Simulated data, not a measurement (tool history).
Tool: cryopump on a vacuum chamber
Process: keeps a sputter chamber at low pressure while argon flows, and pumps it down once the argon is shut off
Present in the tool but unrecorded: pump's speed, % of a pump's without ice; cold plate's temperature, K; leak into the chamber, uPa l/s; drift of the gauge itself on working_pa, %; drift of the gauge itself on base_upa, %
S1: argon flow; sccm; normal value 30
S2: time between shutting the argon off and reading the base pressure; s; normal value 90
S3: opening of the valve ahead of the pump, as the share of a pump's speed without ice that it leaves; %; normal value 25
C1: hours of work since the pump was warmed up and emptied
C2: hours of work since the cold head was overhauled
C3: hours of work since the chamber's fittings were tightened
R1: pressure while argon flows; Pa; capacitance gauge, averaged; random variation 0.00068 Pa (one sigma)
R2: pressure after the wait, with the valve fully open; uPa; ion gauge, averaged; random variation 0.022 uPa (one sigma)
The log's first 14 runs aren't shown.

At hour 635.5: pump warmed up, emptied and cooled again.
Run 15, hour 663.3: usual settings; C1 20; C2 2280; C3 97. Result: R1 0.1176 Pa, R2 0.79 uPa.
Run 16, hour 720.8: usual settings; C1 61; C2 2320; C3 138. Result: R1 0.1181 Pa, R2 0.82 uPa.
Run 17, hour 793.2: usual settings; C1 112; C2 2372; C3 190. Result: R1 0.1182 Pa, R2 0.90 uPa.
Run 18, hour 829.3: usual settings but S2 65 s; C1 138; C2 2398; C3 215. Result: R1 0.1196 Pa, R2 1.11 uPa.
Run 19, hour 875.0: usual settings but S1 14 sccm, S2 65 s; C1 171; C2 2430; C3 248. Result: R1 0.0559 Pa, R2 1.12 uPa.
Run 20, hour 934.5: usual settings but S1 16 sccm, S2 152 s; C1 213; C2 2473; C3 290. Result: R1 0.0644 Pa, R2 0.81 uPa.
Run 21, hour 972.8: usual settings but S1 14 sccm, S2 129 s, S3 51 %; C1 240; C2 2500; C3 318. Result: R1 0.0291 Pa, R2 0.87 uPa.
Run 22, hour 1023.7: usual settings but S1 16 sccm, S2 35 s, S3 38 %; C1 276; C2 2536; C3 354. Result: R1 0.0437 Pa, R2 1.84 uPa.
Run 23, hour 1057.7: usual settings but S1 16 sccm, S2 35 s, S3 38 %; C1 301; C2 2560; C3 378. Result: R1 0.0436 Pa, R2 1.87 uPa.
Run 24, hour 1104.5: usual settings but S1 47 sccm, S2 26 s, S3 59 %; C1 334; C2 2594; C3 411. Result: R1 0.0871 Pa, R2 2.31 uPa.
At hour 1157.6: pump warmed up, emptied and cooled again.
Run 25, hour 1165.0: usual settings but S1 47 sccm, S2 26 s, S3 59 %; C1 5; C2 2633; C3 451. Result: R1 0.0798 Pa, R2 2.19 uPa.
Run 26, hour 1234.0: usual settings but S1 47 sccm, S2 26 s, S3 59 %; C1 54; C2 2682; C3 500. Result: R1 0.0803 Pa, R2 2.38 uPa.
Run 27, hour 1287.8: usual settings but S2 73 s; C1 93; C2 2721; C3 538. Result: R1 0.1199 Pa, R2 1.30 uPa.
Run 28, hour 1349.2: usual settings but S3 47 %; C1 136; C2 2764; C3 582. Result: R1 0.0649 Pa, R2 1.26 uPa.
Run 29, hour 1421.1: usual settings but S1 40 sccm, S3 15 %; C1 188; C2 2816; C3 633. Result: R1 0.2649 Pa, R2 1.31 uPa.
Run 30, hour 1477.0: usual settings but S2 74 s; C1 227; C2 2855; C3 673. Result: R1 0.1212 Pa, R2 1.47 uPa.
Run 31, hour 1526.2: usual settings but S2 74 s; C1 262; C2 2890; C3 708. Result: R1 0.1213 Pa, R2 1.54 uPa.
Run 32, hour 1594.2: usual settings but S2 157 s; C1 311; C2 2939; C3 756. Result: R1 0.1223 Pa, R2 1.29 uPa.
Run 33, hour 1661.6: usual settings but S2 157 s; C1 359; C2 2987; C3 804. Result: R1 0.1233 Pa, R2 1.40 uPa.

4 options for the next run, each taken on its own from the tool as it stands now. Forecast them:
At hour 1676.3: pump warmed up, emptied and cooled again.
Run A, hour 1711.4: usual settings but S1 17 sccm, S3 29 %; C1 25; C2 3019; C3 836. Result: R1 ?, R2 ?.
At hour 1676.3: pump warmed up, emptied and cooled again.
Run B, hour 1711.4: usual settings but S3 26 %; C1 25; C2 3019; C3 836. Result: R1 ?, R2 ?.
At hour 1676.3: pump warmed up, emptied and cooled again.
Run C, hour 1711.4: usual settings but S1 51 sccm, S2 54 s, S3 24 %; C1 25; C2 3019; C3 836. Result: R1 ?, R2 ?.
At hour 1676.3: pump warmed up, emptied and cooled again.
Run D, hour 1711.4: usual settings but S2 157 s, S3 24 %; C1 25; C2 3019; C3 836. Result: R1 ?, R2 ?.

run      R1    R2
  A  0.0572  1.46
  B  0.1125  1.41
  C  0.2090  1.76
  D  0.1218  1.24
Without the tool's hidden state the same runs would have given:
run      R1    R2
  A  0.0565  0.67
  B  0.1113  0.63
  C  0.2070  0.98
  D  0.1206  0.46

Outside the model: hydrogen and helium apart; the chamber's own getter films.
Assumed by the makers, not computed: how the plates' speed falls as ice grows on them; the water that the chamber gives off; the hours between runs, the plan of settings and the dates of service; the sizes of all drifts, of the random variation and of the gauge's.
